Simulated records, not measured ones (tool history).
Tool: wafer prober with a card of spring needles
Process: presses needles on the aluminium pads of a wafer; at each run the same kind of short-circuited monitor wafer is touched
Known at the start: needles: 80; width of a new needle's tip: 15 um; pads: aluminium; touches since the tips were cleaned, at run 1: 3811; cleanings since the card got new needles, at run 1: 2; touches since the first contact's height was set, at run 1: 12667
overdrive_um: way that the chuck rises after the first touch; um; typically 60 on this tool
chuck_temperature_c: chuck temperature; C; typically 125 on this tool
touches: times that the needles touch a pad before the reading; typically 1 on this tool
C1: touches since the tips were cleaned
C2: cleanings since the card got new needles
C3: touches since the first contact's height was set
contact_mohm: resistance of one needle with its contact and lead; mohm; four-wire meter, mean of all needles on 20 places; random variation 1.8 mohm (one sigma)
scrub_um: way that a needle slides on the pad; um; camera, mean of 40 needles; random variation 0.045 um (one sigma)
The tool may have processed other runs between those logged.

{"run": 1, "hour": 0.0, "overdrive_um": 60, "chuck_temperature_c": 125, "touches": 1, "C1": 3811, "C2": 2, "C3": 12667, "contact_mohm": 254, "scrub_um": 10.83}
{"hour": 1.4, "done": "tips cleaned on abrasive film"}
{"run": 2, "hour": 7.0, "overdrive_um": 60, "chuck_temperature_c": 125, "touches": 1, "C1": 2584, "C2": 3, "C3": 15864, "contact_mohm": 293, "scrub_um": 10.8}
{"hour": 10.8, "done": "tips cleaned on abrasive film"}
{"run": 3, "hour": 16.0, "overdrive_um": 63, "chuck_temperature_c": 125, "touches": 1, "C1": 2388, "C2": 4, "C3": 20012, "contact_mohm": 235, "scrub_um": 11.36}
{"hour": 20.2, "done": "tips cleaned on abrasive film"}
{"run": 4, "hour": 24.8, "overdrive_um": 60, "chuck_temperature_c": 125, "touches": 1, "C1": 2145, "C2": 5, "C3": 24074, "contact_mohm": 237, "scrub_um": 10.75}
{"hour": 30.1, "done": "tips cleaned on abrasive film"}
{"run": 5, "hour": 32.9, "overdrive_um": 60, "chuck_temperature_c": 125, "touches": 1, "C1": 1272, "C2": 6, "C3": 27800, "contact_mohm": 216, "scrub_um": 10.83}
{"run": 6, "hour": 38.5, "overdrive_um": 60, "chuck_temperature_c": 125, "touches": 1, "C1": 3901, "C2": 6, "C3": 30429, "contact_mohm": 256, "scrub_um": 10.73}
{"hour": 39.8, "done": "tips cleaned on abrasive film"}
{"run": 7, "hour": 44.1, "overdrive_um": 60, "chuck_temperature_c": 125, "touches": 1, "C1": 2017, "C2": 7, "C3": 32992, "contact_mohm": 235, "scrub_um": 10.75}
{"hour": 49.2, "done": "tips cleaned on abrasive film"}
{"hour": 49.9, "done": "tips cleaned on abrasive film, once more"}
{"run": 8, "hour": 50.5, "overdrive_um": 60, "chuck_temperature_c": 125, "touches": 1, "C1": 299, "C2": 9, "C3": 35889, "contact_mohm": 194, "scrub_um": 10.8}
{"run": 9, "hour": 58.2, "overdrive_um": 76, "chuck_temperature_c": 125, "touches": 1, "C1": 3869, "C2": 9, "C3": 39459, "contact_mohm": 225, "scrub_um": 13.58}
{"hour": 59.3, "done": "tips cleaned on abrasive film"}
{"run": 10, "hour": 66.9, "overdrive_um": 76, "chuck_temperature_c": 125, "touches": 1, "C1": 3541, "C2": 10, "C3": 43475, "contact_mohm": 222, "scrub_um": 13.61}
{"hour": 69.3, "done": "tips cleaned on abrasive film"}
{"run": 11, "hour": 71.5, "overdrive_um": 76, "chuck_temperature_c": 125, "touches": 1, "C1": 1020, "C2": 11, "C3": 45583, "contact_mohm": 195, "scrub_um": 13.5}
{"run": 12, "hour": 76.4, "overdrive_um": 76, "chuck_temperature_c": 125, "touches": 1, "C1": 3298, "C2": 11, "C3": 47861, "contact_mohm": 222, "scrub_um": 13.47}
{"hour": 78.8, "done": "tips cleaned on abrasive film"}
{"run": 13, "hour": 84.8, "overdrive_um": 76, "chuck_temperature_c": 125, "touches": 1, "C1": 2789, "C2": 12, "C3": 51726, "contact_mohm": 222, "scrub_um": 13.53}
{"hour": 88.1, "done": "tips cleaned on abrasive film"}
{"run": 14, "hour": 92.1, "overdrive_um": 76, "chuck_temperature_c": 125, "touches": 1, "C1": 1848, "C2": 13, "C3": 55081, "contact_mohm": 211, "scrub_um": 13.65}
{"hour": 97.6, "done": "tips cleaned on abrasive film"}
{"run": 15, "hour": 101.1, "overdrive_um": 76, "chuck_temperature_c": 125, "touches": 2, "C1": 1627, "C2": 14, "C3": 59225, "contact_mohm": 192, "scrub_um": 13.52}
{"run": 16, "hour": 106.2, "overdrive_um": 60, "chuck_temperature_c": 125, "touches": 1, "C1": 4033, "C2": 14, "C3": 61631, "contact_mohm": 258, "scrub_um": 10.66}
{"hour": 107.2, "done": "tips cleaned on abrasive film"}
{"run": 17, "hour": 114.7, "overdrive_um": 60, "chuck_temperature_c": 125, "touches": 1, "C1": 3515, "C2": 15, "C3": 65539, "contact_mohm": 255, "scrub_um": 10.65}
{"hour": 117.0, "done": "tips cleaned on abrasive film"}
{"run": 18, "hour": 123.0, "overdrive_um": 60, "chuck_temperature_c": 125, "touches": 1, "C1": 2804, "C2": 16, "C3": 69354, "contact_mohm": 250, "scrub_um": 10.64}
{"hour": 126.7, "done": "tips cleaned on abrasive film"}
{"run": 19, "hour": 131.1, "overdrive_um": 66, "chuck_temperature_c": 125, "touches": 2, "C1": 2084, "C2": 17, "C3": 73102, "contact_mohm": 206, "scrub_um": 11.63}
{"hour": 136.1, "done": "tips cleaned on abrasive film"}
{"run": 20, "hour": 136.2, "overdrive_um": 47, "chuck_temperature_c": 54, "touches": 1, "C1": 66, "C2": 18, "C3": 75429, "contact_mohm": 188, "scrub_um": 8.31}
{"run": 21, "hour": 144.3, "overdrive_um": 47, "chuck_temperature_c": 69, "touches": 1, "C1": 3837, "C2": 18, "C3": 79200, "contact_mohm": 311, "scrub_um": 8.25}
{"hour": 145.7, "done": "tips cleaned on abrasive film"}
{"run": 22, "hour": 149.3, "overdrive_um": 47, "chuck_temperature_c": 89, "touches": 2, "C1": 1664, "C2": 19, "C3": 81493, "contact_mohm": 227, "scrub_um": 8.26}
{"run": 23, "hour": 154.7, "overdrive_um": 47, "chuck_temperature_c": 89, "touches": 2, "C1": 4151, "C2": 19, "C3": 83980, "contact_mohm": 259, "scrub_um": 8.28}
{"hour": 155.5, "done": "tips cleaned on abrasive film"}
{"run": 24, "hour": 159.6, "overdrive_um": 53, "chuck_temperature_c": 125, "touches": 1, "C1": 1888, "C2": 20, "C3": 86227, "contact_mohm": 252, "scrub_um": 9.33}
{"hour": 165.2, "done": "tips cleaned on abrasive film"}
{"run": 25, "hour": 166.8, "overdrive_um": 60, "chuck_temperature_c": 46, "touches": 1, "C1": 745, "C2": 21, "C3": 89555, "contact_mohm": 200, "scrub_um": 10.61}
{"run": 26, "hour": 171.7, "overdrive_um": 75, "chuck_temperature_c": 31, "touches": 3, "C1": 3032, "C2": 21, "C3": 91842, "contact_mohm": 177, "scrub_um": 13.29}
{"hour": 175.0, "done": "tips cleaned on abrasive film"}
{"run": 27, "hour": 178.2, "overdrive_um": 49, "chuck_temperature_c": 31, "touches": 1, "C1": 1455, "C2": 22, "C3": 94802, "contact_mohm": 244, "scrub_um": 8.55}
{"run": 28, "hour": 184.0, "overdrive_um": 49, "chuck_temperature_c": 31, "touches": 1, "C1": 4157, "C2": 22, "C3": 97504, "contact_mohm": 305, "scrub_um": 8.65}
{"hour": 184.4, "done": "tips cleaned on abrasive film"}
{"run": 29, "hour": 191.3, "overdrive_um": 71, "chuck_temperature_c": 125, "touches": 1, "C1": 3221, "C2": 23, "C3": 100897, "contact_mohm": 230, "scrub_um": 12.61}
{"hour": 193.8, "done": "tips cleaned on abrasive film"}
{"run": 30, "hour": 196.7, "overdrive_um": 60, "chuck_temperature_c": 75, "touches": 1, "C1": 1339, "C2": 24, "C3": 103349, "contact_mohm": 219, "scrub_um": 10.56}
{"hour": 203.3, "done": "tips cleaned on abrasive film"}
{"run": 31, "hour": 205.5, "overdrive_um": 60, "chuck_temperature_c": 75, "touches": 1, "C1": 1042, "C2": 25, "C3": 107410, "contact_mohm": 213, "scrub_um": 10.56}
{"run": 32, "hour": 211.4, "overdrive_um": 53, "chuck_temperature_c": 95, "touches": 1, "C1": 3796, "C2": 25, "C3": 110164, "contact_mohm": 289, "scrub_um": 9.19}
{"hour": 212.9, "done": "tips cleaned on abrasive film"}
{"run": 33, "hour": 219.6, "overdrive_um": 49, "chuck_temperature_c": 28, "touches": 3, "C1": 3126, "C2": 26, "C3": 113928, "contact_mohm": 212, "scrub_um": 8.53}

How would selected steps in contact_mohm from run to run divide? Give the signed amount a tool lacking its hidden state would still show from settings, what came in and random variation, and the signed amount left for the hidden state, including any gauge scatter that is not in both of the compared results.
Hidden state at play: debris on the tips, nm; way that the needles fall short of the set height, um; tips' diameter, um; drift of the gauge itself on contact_mohm, %; drift of the gauge itself on scrub_um, %.
Run 20 -> 21: chuck_temperature_c 54 -> 69. contact_mohm +123 mohm: hidden state +121, all else +2.
Run 21 -> 22: chuck_temperature_c 69 -> 89, touches 1 -> 2, tips cleaned on abrasive film. contact_mohm -84 mohm: hidden state -88, all else +4.
Run 28 -> 29: overdrive_um 49 -> 71, chuck_temperature_c 31 -> 125, tips cleaned on abrasive film. contact_mohm -75 mohm: hidden state -86, all else +11.
Run 32 -> 33: overdrive_um 53 -> 49, chuck_temperature_c 95 -> 28, touches 1 -> 3, tips cleaned on abrasive film. contact_mohm -77 mohm: hidden state -62, all else -15.
